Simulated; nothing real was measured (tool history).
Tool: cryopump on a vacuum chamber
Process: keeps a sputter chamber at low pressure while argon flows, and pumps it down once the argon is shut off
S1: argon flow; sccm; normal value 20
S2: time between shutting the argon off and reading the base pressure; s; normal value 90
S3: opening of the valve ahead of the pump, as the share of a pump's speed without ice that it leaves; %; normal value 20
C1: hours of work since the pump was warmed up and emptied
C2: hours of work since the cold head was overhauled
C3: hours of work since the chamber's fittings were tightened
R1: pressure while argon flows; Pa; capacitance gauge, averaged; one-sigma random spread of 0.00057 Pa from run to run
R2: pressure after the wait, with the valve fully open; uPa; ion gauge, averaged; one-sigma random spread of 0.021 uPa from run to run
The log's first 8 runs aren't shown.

Run 9, day 9.562: usual settings but S3 18 %; C1 315; C2 315; C3 721. Result: R1 0.0759 Pa, R2 0.50 uPa.
Run 10, day 10.625: usual settings but S3 18 %; C1 335; C2 335; C3 741. Result: R1 0.0768 Pa, R2 0.55 uPa.
Run 11, day 12.162: usual settings but S3 45 %; C1 364; C2 364; C3 770. Result: R1 0.0323 Pa, R2 0.53 uPa.
Run 12, day 13.704: usual settings but S3 45 %; C1 392; C2 392; C3 799. Result: R1 0.0322 Pa, R2 0.54 uPa.
Run 13, day 15.042: usual settings but S3 45 %; C1 418; C2 418; C3 824. Result: R1 0.0325 Pa, R2 0.52 uPa.
Run 14, day 15.838: usual settings but S3 57 %; C1 433; C2 433; C3 839. Result: R1 0.0268 Pa, R2 0.54 uPa.
Run 15, day 16.767: usual settings; C1 450; C2 450; C3 856. Result: R1 0.0709 Pa, R2 0.55 uPa.
Run 16, day 18.275: usual settings; C1 478; C2 478; C3 885. Result: R1 0.0705 Pa, R2 0.55 uPa.
Run 17, day 19.862: usual settings; C1 508; C2 508; C3 914. Result: R1 0.0708 Pa, R2 0.54 uPa.
Run 18, day 21.096: usual settings but S1 35 sccm, S2 106 s, S3 17 %; C1 531; C2 531; C3 937. Result: R1 0.1439 Pa, R2 0.52 uPa.
Run 19, day 21.825: usual settings but S1 19 sccm, S2 164 s, S3 31 %; C1 545; C2 545; C3 951. Result: R1 0.0448 Pa, R2 0.43 uPa.
Run 20, day 22.608: usual settings but S1 21 sccm, S2 164 s, S3 25 %; C1 560; C2 560; C3 966. Result: R1 0.0597 Pa, R2 0.45 uPa.
At day 23.138: pump warmed up, emptied and cooled again.
Run 21, day 24.133: usual settings but S1 10 sccm, S2 26 s; C1 19; C2 584; C3 991. Result: R1 0.0340 Pa, R2 1.13 uPa.
Run 22, day 25.667: usual settings but S1 10 sccm, S2 26 s; C1 47; C2 613; C3 1019. Result: R1 0.0343 Pa, R2 1.14 uPa.
Run 23, day 26.646: usual settings but S1 10 sccm, S2 26 s; C1 66; C2 631; C3 1038. Result: R1 0.0344 Pa, R2 1.18 uPa.
Run 24, day 28.192: usual settings but S1 10 sccm, S2 169 s, S3 16 %; C1 95; C2 660; C3 1067. Result: R1 0.0427 Pa, R2 0.42 uPa.
Run 25, day 29.238: usual settings but S1 10 sccm, S2 169 s, S3 16 %; C1 114; C2 680; C3 1086. Result: R1 0.0422 Pa, R2 0.41 uPa.
Run 26, day 30.646: usual settings but S1 10 sccm, S2 169 s, S3 16 %; C1 141; C2 706; C3 1113. Result: R1 0.0431 Pa, R2 0.40 uPa.
Run 27, day 31.388: usual settings but S1 10 sccm, S2 169 s, S3 16 %; C1 155; C2 720; C3 1127. Result: R1 0.0436 Pa, R2 0.42 uPa.
Run 28, day 32.946: usual settings but S1 9 sccm, S2 45 s, S3 16 %; C1 184; C2 749; C3 1156. Result: R1 0.0385 Pa, R2 0.78 uPa.
Run 29, day 33.700: usual settings but S1 9 sccm, S2 45 s, S3 16 %; C1 198; C2 764; C3 1170. Result: R1 0.0389 Pa, R2 0.84 uPa.
Run 30, day 35.146: usual settings but S1 22 sccm, S2 194 s; C1 225; C2 791; C3 1197. Result: R1 0.0758 Pa, R2 0.43 uPa.
Run 31, day 36.238: usual settings but S1 22 sccm, S2 194 s, S3 39 %; C1 246; C2 811; C3 1218. Result: R1 0.0392 Pa, R2 0.43 uPa.
Run 32, day 37.258: usual settings but S1 22 sccm, S2 37 s, S3 39 %; C1 265; C2 830; C3 1237. Result: R1 0.0399 Pa, R2 0.98 uPa.
Run 33, day 39.029: usual settings but S2 21 s, S3 33 %; C1 298; C2 864; C3 1270. Result: R1 0.0429 Pa, R2 1.39 uPa.

Here are 5 independent what-if runs from the current tool condition. What would each one return?
Run A, day 40.275: usual settings but S1 12 sccm, S2 292 s, S3 33 %; C1 321; C2 887; C3 1293. Result: R1 ?, R2 ?.
Run B, day 40.275: usual settings but S2 51 s, S3 27 %; C1 321; C2 887; C3 1293. Result: R1 ?, R2 ?.
Run C, day 40.275: usual settings but S2 22 s, S3 33 %; C1 321; C2 887; C3 1293. Result: R1 ?, R2 ?.
Run D, day 40.275: usual settings but S2 186 s, S3 35 %; C1 321; C2 887; C3 1293. Result: R1 ?, R2 ?.
Run E, day 40.275: usual settings but S1 9 sccm, S3 15 %; C1 321; C2 887; C3 1293. Result: R1 ?, R2 ?.

run      R1    R2
  A  0.0254  0.41
  B  0.0517  0.76
  C  0.0433  1.36
  D  0.0408  0.45
  E  0.0413  0.56
With no hidden state in the tool, these same runs would have given:
run      R1    R2
  A  0.0241  0.21
  B  0.0495  0.56
  C  0.0412  1.16
  D  0.0386  0.25
  E  0.0403  0.36
